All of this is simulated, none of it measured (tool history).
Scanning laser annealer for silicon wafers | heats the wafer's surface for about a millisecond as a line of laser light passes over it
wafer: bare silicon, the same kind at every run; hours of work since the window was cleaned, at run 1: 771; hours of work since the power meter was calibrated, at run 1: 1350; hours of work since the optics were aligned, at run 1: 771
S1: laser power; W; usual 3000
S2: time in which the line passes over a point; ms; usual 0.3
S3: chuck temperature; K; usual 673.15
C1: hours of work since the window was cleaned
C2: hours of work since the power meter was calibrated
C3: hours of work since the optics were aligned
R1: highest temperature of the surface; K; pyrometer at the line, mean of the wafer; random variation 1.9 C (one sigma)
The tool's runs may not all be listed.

run	hour	S1	S2	S3	C1	C2	C3	R1
1	0	3000	0.3	673.15	771	1350	771	1397.15
2	64	3000	0.3	673.15	812	1391	812	1394.15
3	124	3000	0.3	673.15	851	1429	851	1394.15
4	189.9	3043	0.3	673.15	893	1471	893	1407.15
5	226.4	3043	0.3	673.15	916	1495	916	1405.15
# hour 234.7: window over the wafer cleaned
# hour 239.7: optics aligned, line set to its width
6	268.6	3043	0.3	673.15	18	1517	18	1440.15
7	328.7	3043	0.3	673.15	57	1555	57	1436.15
8	386.7	3043	0.3	673.15	94	1592	94	1435.15
9	458.5	3000	0.3	673.15	140	1638	140	1424.15
10	508.5	3000	0.3	673.15	171	1670	171	1422.15
11	540.2	3000	0.3	673.15	192	1690	192	1420.15
12	585	2695	0.28	643.15	220	1719	220	1271.15
13	642.4	2695	0.28	643.15	257	1756	257	1269.15
14	681.5	3286	0.236	678.15	282	1780	282	1399.15
15	746.5	3000	0.3	647.15	323	1822	323	1391.15
16	803.3	3000	0.3	647.15	359	1858	359	1390.15
17	851.8	3090	0.351	655.15	390	1889	390	1497.15
18	923.7	3022	0.322	643.15	436	1935	436	1419.15
19	959.1	3022	0.322	643.15	459	1957	459	1423.15
20	1002.9	2645	0.3	673.15	487	1985	487	1303.15

Forecast run 21:
21	1058.8	2645	0.3	673.15	522	2021	522	?

Run 21 gave R1 1300.15 K.
Without the tool's hidden state the same run would have given R1 1315.15 K.

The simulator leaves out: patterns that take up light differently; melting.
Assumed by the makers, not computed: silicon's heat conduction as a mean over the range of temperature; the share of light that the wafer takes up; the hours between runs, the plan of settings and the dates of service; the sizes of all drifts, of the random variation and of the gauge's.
